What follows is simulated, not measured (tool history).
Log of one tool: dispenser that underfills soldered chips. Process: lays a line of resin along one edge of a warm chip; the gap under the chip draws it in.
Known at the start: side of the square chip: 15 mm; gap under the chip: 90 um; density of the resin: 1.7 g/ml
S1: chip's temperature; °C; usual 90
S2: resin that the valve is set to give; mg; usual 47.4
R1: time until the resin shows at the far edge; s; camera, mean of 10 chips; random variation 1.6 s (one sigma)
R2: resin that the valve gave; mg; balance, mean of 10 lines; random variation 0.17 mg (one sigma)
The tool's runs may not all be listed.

{"run": 1, "hour": 0.0, "S1": 90, "S2": 47.4, "R1": 326.0, "R2": 46.07}
{"hour": 0.9, "done": "new syringe of resin"}
{"run": 2, "hour": 6.6, "S1": 90, "S2": 41.6, "R1": 223.3, "R2": 40.2}
{"hour": 17.5, "done": "new syringe of resin"}
{"run": 3, "hour": 19.1, "S1": 90, "S2": 47.4, "R1": 182.3, "R2": 45.74}
{"run": 4, "hour": 25.5, "S1": 90, "S2": 47.4, "R1": 244.8, "R2": 45.62}
{"hour": 33.8, "done": "new syringe of resin"}
{"run": 5, "hour": 33.8, "S1": 90, "S2": 47.4, "R1": 167.4, "R2": 45.59}
{"run": 6, "hour": 43.1, "S1": 97, "S2": 47.4, "R1": 191.3, "R2": 45.24}
{"run": 7, "hour": 48.4, "S1": 97, "S2": 47.4, "R1": 242.5, "R2": 45.27}
{"hour": 50.6, "done": "new syringe of resin"}
{"run": 8, "hour": 54.4, "S1": 97, "S2": 47.4, "R1": 152.9, "R2": 45.38}
{"run": 9, "hour": 64.0, "S1": 90, "S2": 47.4, "R1": 312.9, "R2": 45.42}
{"hour": 67.1, "done": "new syringe of resin"}
{"run": 10, "hour": 76.3, "S1": 90, "S2": 47.4, "R1": 256.2, "R2": 44.69}
{"hour": 83.8, "done": "new syringe of resin"}
{"run": 11, "hour": 85.4, "S1": 96, "S2": 47.4, "R1": 141.1, "R2": 44.75}
{"run": 12, "hour": 93.9, "S1": 90, "S2": 47.4, "R1": 266.2, "R2": 44.49}
{"run": 13, "hour": 99.0, "S1": 90, "S2": 47.4, "R1": 341.6, "R2": 44.34}
{"hour": 100.2, "done": "new syringe of resin"}
{"run": 14, "hour": 106.8, "S1": 90, "S2": 47.4, "R1": 228.3, "R2": 44.53}
{"hour": 111.6, "done": "dispensing valve cleaned and set on the balance"}
{"hour": 117.5, "done": "new syringe of resin"}
{"run": 15, "hour": 118.3, "S1": 90, "S2": 47.4, "R1": 174.2, "R2": 47.48}
{"run": 16, "hour": 126.2, "S1": 83, "S2": 47.4, "R1": 331.5, "R2": 46.86}
{"run": 17, "hour": 133.3, "S1": 83, "S2": 47.4, "R1": 457.2, "R2": 47.0}
{"hour": 134.4, "done": "new syringe of resin"}
{"run": 18, "hour": 145.1, "S1": 90, "S2": 47.4, "R1": 272.1, "R2": 47.01}
{"hour": 151.2, "done": "new syringe of resin"}
{"run": 19, "hour": 154.1, "S1": 90, "S2": 47.4, "R1": 194.6, "R2": 46.55}
{"run": 20, "hour": 161.5, "S1": 82, "S2": 52.5, "R1": 372.7, "R2": 51.71}
{"run": 21, "hour": 166.8, "S1": 82, "S2": 52.5, "R1": 461.6, "R2": 51.25}
{"hour": 168.1, "done": "new syringe of resin"}
{"run": 22, "hour": 177.8, "S1": 90, "S2": 49.0, "R1": 260.4, "R2": 47.68}
{"hour": 184.5, "done": "new syringe of resin"}
{"run": 23, "hour": 189.9, "S1": 90, "S2": 49.0, "R1": 210.9, "R2": 47.78}
{"run": 24, "hour": 197.0, "S1": 90, "S2": 49.0, "R1": 292.4, "R2": 47.24}
{"hour": 201.1, "done": "new syringe of resin"}
{"run": 25, "hour": 207.8, "S1": 90, "S2": 49.0, "R1": 235.5, "R2": 47.19}
{"hour": 217.8, "done": "new syringe of resin"}
{"run": 26, "hour": 218.4, "S1": 77, "S2": 48.5, "R1": 303.1, "R2": 46.97}
{"run": 27, "hour": 224.3, "S1": 90, "S2": 43.9, "R1": 231.5, "R2": 41.97}
{"hour": 234.0, "done": "new syringe of resin"}
{"run": 28, "hour": 234.0, "S1": 90, "S2": 43.9, "R1": 178.3, "R2": 42.07}
{"run": 29, "hour": 242.4, "S1": 90, "S2": 44.1, "R1": 258.2, "R2": 42.15}
{"run": 30, "hour": 249.0, "S1": 75, "S2": 59.0, "R1": 601.3, "R2": 55.92}
{"hour": 250.8, "done": "new syringe of resin"}
{"run": 31, "hour": 260.4, "S1": 75, "S2": 44.8, "R1": 503.0, "R2": 42.77}
{"run": 32, "hour": 265.9, "S1": 102, "S2": 42.5, "R1": 226.9, "R2": 40.33}
{"hour": 267.0, "done": "new syringe of resin"}
{"run": 33, "hour": 272.7, "S1": 84, "S2": 47.1, "R1": 289.4, "R2": 44.41}
{"hour": 283.3, "done": "new syringe of resin"}
{"run": 34, "hour": 283.3, "S1": 84, "S2": 50.0, "R1": 219.7, "R2": 47.17}
{"run": 35, "hour": 294.1, "S1": 99, "S2": 46.4, "R1": 200.8, "R2": 43.6}
{"hour": 300.1, "done": "new syringe of resin"}
{"run": 36, "hour": 300.4, "S1": 83, "S2": 50.8, "R1": 226.3, "R2": 47.3}

Forecast each of these 3 alternatives for the next run:
{"hour": 304.0, "done": "dispensing valve cleaned and set on the balance"}
{"run": "A", "hour": 309.0, "S1": 102, "S2": 50.8, "R1": "?", "R2": "?"}
{"hour": 304.0, "done": "dispensing valve cleaned and set on the balance"}
{"run": "B", "hour": 309.0, "S1": 83, "S2": 41.1, "R1": "?", "R2": "?"}
{"hour": 304.0, "done": "dispensing valve cleaned and set on the balance"}
{"run": "C", "hour": 309.0, "S1": 83, "S2": 43.5, "R1": "?", "R2": "?"}

run=A R1=152.2 R2=50.76
run=B R1=337.9 R2=41.13
run=C R1=331.3 R2=43.64
Without the tool's hidden state the same runs would have given:
run=A R1=98.6 R2=50.76
run=B R1=217.3 R2=41.12
run=C R1=213.0 R2=43.64
